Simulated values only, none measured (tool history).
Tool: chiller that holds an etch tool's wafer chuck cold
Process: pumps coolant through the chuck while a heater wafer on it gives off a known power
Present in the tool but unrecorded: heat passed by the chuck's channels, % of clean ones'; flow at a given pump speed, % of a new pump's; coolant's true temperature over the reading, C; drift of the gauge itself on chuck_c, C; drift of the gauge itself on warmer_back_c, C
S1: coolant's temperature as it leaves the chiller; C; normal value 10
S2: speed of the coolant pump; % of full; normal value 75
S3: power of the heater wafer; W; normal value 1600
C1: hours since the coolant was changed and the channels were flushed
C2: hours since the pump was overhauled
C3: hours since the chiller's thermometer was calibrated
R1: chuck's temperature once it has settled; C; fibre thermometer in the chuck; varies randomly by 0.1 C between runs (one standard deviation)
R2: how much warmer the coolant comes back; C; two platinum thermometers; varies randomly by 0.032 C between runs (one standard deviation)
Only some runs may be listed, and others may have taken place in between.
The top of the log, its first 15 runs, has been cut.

| run | hour | S1 | S2 | S3 | C1 | C2 | C3 | R1 | R2 |
|---|---|---|---|---|---|---|---|---|---|
| 16 | 665.3 | 1 | 75 | 1600 | 3230 | 3104 | 857 | 13.5 | 4.49 |
| 17 | 713.7 | 0 | 75 | 1796 | 3279 | 3152 | 905 | 14.0 | 5.09 |
| 18 | 741.9 | 10 | 95 | 1600 | 3307 | 3180 | 933 | 20.2 | 3.43 |
| 19 | 800.4 | 10 | 63 | 859 | 3365 | 3239 | 992 | 17.7 | 2.93 |
| 20 | 838.0 | 10 | 79 | 859 | 3403 | 3276 | 1029 | 16.3 | 2.30 |
| 21 | 885.2 | 5 | 79 | 859 | 3450 | 3324 | 1077 | 11.2 | 2.32 |
| 22 | 954.5 | 0 | 88 | 1156 | 3519 | 3393 | 1146 | 7.9 | 2.77 |
| 23 | 1001.5 | 0 | 88 | 1156 | 3566 | 3440 | 1193 | 7.9 | 2.75 |
| 24 | 1052.0 | 14 | 74 | 2269 | 3617 | 3490 | 1243 | 32.3 | 6.61 |
| 25 | 1099.1 | 14 | 74 | 2269 | 3664 | 3537 | 1290 | 32.3 | 6.60 |
| 26 | 1154.0 | 14 | 74 | 2269 | 3719 | 3592 | 1345 | 32.5 | 6.63 |
| 27 | 1188.7 | 13 | 98 | 1249 | 3754 | 3627 | 1380 | 20.7 | 2.67 |
| 28 | 1218.3 | 13 | 98 | 1249 | 3783 | 3657 | 1410 | 20.8 | 2.68 |
| 29 | 1279.7 | 6 | 75 | 1600 | 3845 | 3718 | 1471 | 18.8 | 4.68 |
| 30 | 1330.9 | 10 | 91 | 887 | 3896 | 3769 | 1522 | 15.7 | 2.10 |
| 31 | 1362.8 | 10 | 91 | 887 | 3928 | 3801 | 1554 | 15.9 | 2.09 |

Predict each of these 4 candidate next runs independently; none follows another, all start after run 31:
| A | 1394.9 | 10 | 91 | 1762 | 3960 | 3833 | 1586 | ? | ? |
| B | 1394.9 | 10 | 68 | 1910 | 3960 | 3833 | 1586 | ? | ? |
| C | 1394.9 | 10 | 84 | 2029 | 3960 | 3833 | 1586 | ? | ? |
| D | 1394.9 | 10 | 92 | 887 | 3960 | 3833 | 1586 | ? | ? |

| run | R1 | R2 |
|---|---|---|
| A | 21.8 | 4.21 |
| B | 26.8 | 6.17 |
| C | 24.8 | 5.22 |
| D | 15.8 | 2.05 |
The same runs, with their run-to-run variation unchanged, on a tool lacking any hidden condition would have given:
| run | R1 | R2 |
|---|---|---|
| A | 19.9 | 3.68 |
| B | 23.9 | 5.38 |
| C | 22.3 | 4.55 |
| D | 15.0 | 1.78 |
